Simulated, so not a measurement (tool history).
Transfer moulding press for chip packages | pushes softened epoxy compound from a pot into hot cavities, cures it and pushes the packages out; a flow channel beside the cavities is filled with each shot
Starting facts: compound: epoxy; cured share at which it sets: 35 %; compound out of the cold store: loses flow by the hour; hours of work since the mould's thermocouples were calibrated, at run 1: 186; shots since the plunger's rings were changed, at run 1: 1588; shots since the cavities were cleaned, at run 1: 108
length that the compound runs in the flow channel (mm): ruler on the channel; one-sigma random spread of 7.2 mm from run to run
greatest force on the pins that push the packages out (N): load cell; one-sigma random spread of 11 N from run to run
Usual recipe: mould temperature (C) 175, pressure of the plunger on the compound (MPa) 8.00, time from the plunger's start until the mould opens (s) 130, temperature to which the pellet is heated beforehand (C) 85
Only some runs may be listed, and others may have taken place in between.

run	hour	mould temperature (C)	pressure of the plunger on the compound (MPa)	time from the plunger's start until the mould opens (s)	temperature to which the pellet is heated beforehand (C)	hours of work since the mould's thermocouples were calibrated	shots since the plunger's rings were changed	shots since the cavities were cleaned	incoming compound's hours out of the cold store	length that the compound runs in the flow channel (mm)	greatest force on the pins that push the packages out (N)
1	0.0	175	8.00	130	85	186	1588	108	29.5	846	636
2	7.6	175	8.00	130	85	190	1648	168	10.5	930	671
3	22.1	175	7.93	130	85	198	1761	281	31.4	836	706
4	34.9	175	7.93	130	85	205	1861	381	44.2	790	716
5	43.0	175	7.93	130	85	210	1924	444	31.3	834	762
6	53.1	175	7.93	130	85	215	2004	524	8.7	922	815
7	64.6	175	7.93	130	85	222	2094	614	10.2	911	839
8	75.6	175	7.93	130	85	228	2179	699	33.6	818	835
# hour 78.5: cavities cleaned with cleaning compound and waxed
9	90.5	175	8.00	130	85	235	2284	94	46.7	785	594
10	101.9	174	8.00	130	85	241	2373	183	18.9	896	714
11	114.4	174	7.73	130	85	248	2471	281	39.4	800	732
12	124.3	174	7.73	130	85	254	2549	359	35.4	809	771
13	135.8	175	8.00	130	75	260	2638	448	26.9	838	773
14	147.0	175	8.00	130	79	266	2726	536	15.2	892	821
15	159.3	175	8.00	130	79	273	2822	632	34.1	826	780
# hour 170.6: cavities cleaned with cleaning compound and waxed
16	172.4	175	8.00	130	79	280	2912	14	41.7	794	544
17	184.8	175	8.23	130	76	286	3010	112	10.5	914	637
18	194.3	175	8.25	130	85	292	3084	186	24.7	872	640
19	202.0	175	8.10	130	77	296	3144	246	36.2	801	696
20	214.1	167	6.59	130	90	303	3239	341	41.1	755	1211
21	222.6	178	6.76	160	78	307	3305	407	15.9	803	612
22	233.5	178	6.76	127	88	313	3390	492	19.3	782	694
23	241.4	174	7.95	127	88	318	3452	554	41.6	780	835
24	255.1	174	7.95	127	88	325	3559	661	20.3	854	891
# hour 263.0: cavities cleaned with cleaning compound and waxed
25	264.9	173	7.95	111	88	330	3624	15	41.2	783	748
26	273.5	179	8.78	149	95	335	3691	82	31.5	836	470
27	287.1	173	8.77	138	88	342	3798	189	17.8	908	666
28	296.9	177	9.79	158	77	348	3875	266	35.5	866	569

Some steps in length that the compound runs in the flow channel (mm), run to run, broken into two amounts with sign: the step expected even without the hidden condition (settings, incoming material, random variation), and the rest, left for the hidden condition together with whatever gauge scatter is not in both the measured and the hidden-condition-free result:
The hidden state here: true mould temperature over the reading, C; pressure that reaches the compound, % of what is set; grip of the stained cavities, % over clean ones'; drift of the gauge itself on flow_mm, %; drift of the gauge itself on push_out_n, %.
Run 9 -> 10: mould temperature (C) 175 -> 174. length that the compound runs in the flow channel (mm) +111: hidden state -6, all else +117.
Run 16 -> 17: pressure of the plunger on the compound (MPa) 8.00 -> 8.23, temperature to which the pellet is heated beforehand (C) 79 -> 76. length that the compound runs in the flow channel (mm) +120: hidden state -8, all else +128.
Run 23 -> 24: no setting touched and nothing written in the log between the runs. length that the compound runs in the flow channel (mm) +74: hidden state -7, all else +81.

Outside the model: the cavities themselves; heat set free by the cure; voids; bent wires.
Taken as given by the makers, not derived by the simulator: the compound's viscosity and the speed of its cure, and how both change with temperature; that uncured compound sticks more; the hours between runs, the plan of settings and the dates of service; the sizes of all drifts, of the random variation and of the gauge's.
